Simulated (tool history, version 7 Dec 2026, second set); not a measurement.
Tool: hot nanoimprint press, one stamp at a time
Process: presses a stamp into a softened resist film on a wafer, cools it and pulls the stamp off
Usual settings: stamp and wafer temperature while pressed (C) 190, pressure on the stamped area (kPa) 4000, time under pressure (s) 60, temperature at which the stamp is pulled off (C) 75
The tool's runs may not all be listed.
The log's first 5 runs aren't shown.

run	hour	stamp and wafer temperature while pressed (C)	pressure on the stamped area (kPa)	time under pressure (s)	temperature at which the stamp is pulled off (C)	hours of work since the thermocouple was calibrated	imprints on the stamp's release coat	hours of work since the press's seals were changed	resist left under the stamp's widest pad (angstrom)	greatest force while the stamp is pulled off (N)
6	40.7	190	4000	60	75	50	345	182	3740	174
7	45.7	190	4000	60	75	54	361	186	3743	173
8	52.8	190	4000	60	75	60	385	192	3730	165
9	58.3	190	4000	94	75	64	404	196	3225	169
10	69.2	190	4000	94	75	73	440	205	3233	171
11	75.5	190	2420	94	75	78	461	210	4041	173
12	82.5	179	4000	60	75	84	484	216	5005	180
13	92.2	190	4000	60	77	91	517	223	3717	168
14	101.7	190	4000	60	77	99	549	231	3743	169
15	107.4	190	4000	81	75	103	568	236	3369	175
16	116.2	181	4000	81	75	110	597	243	4377	174
17	126.1	197	4000	60	75	118	630	251	3072	173
18	131.0	197	4000	60	75	122	646	254	3072	178
19	136.5	197	4000	60	75	127	665	259	3073	176
20	141.4	186	4000	52	62	131	681	263	4373	211
21	148.8	186	4000	52	62	137	706	269	4345	214
22	157.8	198	4900	52	64	144	736	276	2834	214
23	168.4	198	4900	52	64	152	771	284	2838	203
24	174.6	202	4130	53	61	157	792	289	2770	213
25	184.0	190	2730	60	75	165	823	297	4385	174
26	192.8	190	2730	60	75	172	853	304	4384	180
27	203.0	186	4540	66	75	180	887	312	3840	175
28	211.0	186	4540	66	75	186	914	318	3841	187
29	221.5	190	3150	60	62	195	949	327	4122	220
30	227.6	184	4790	60	75	200	969	332	4100	180

Forecast each of these 4 alternatives for the next run:
A	238.8	184	4790	83	75	208	1007	341	?	?
B	238.8	183	4720	60	62	208	1007	341	?	?
C	238.8	184	3940	58	64	208	1007	341	?	?
D	238.8	184	4790	99	80	208	1007	341	?	?

run	resist left under the stamp's widest pad (angstrom)	greatest force while the stamp is pulled off (N)
A	3701	184
B	4231	231
C	4458	226
D	3487	160
Without the tool's hidden state the same runs would have given:
run	resist left under the stamp's widest pad (angstrom)	greatest force while the stamp is pulled off (N)
A	3704	164
B	4235	205
C	4469	201
D	3490	143
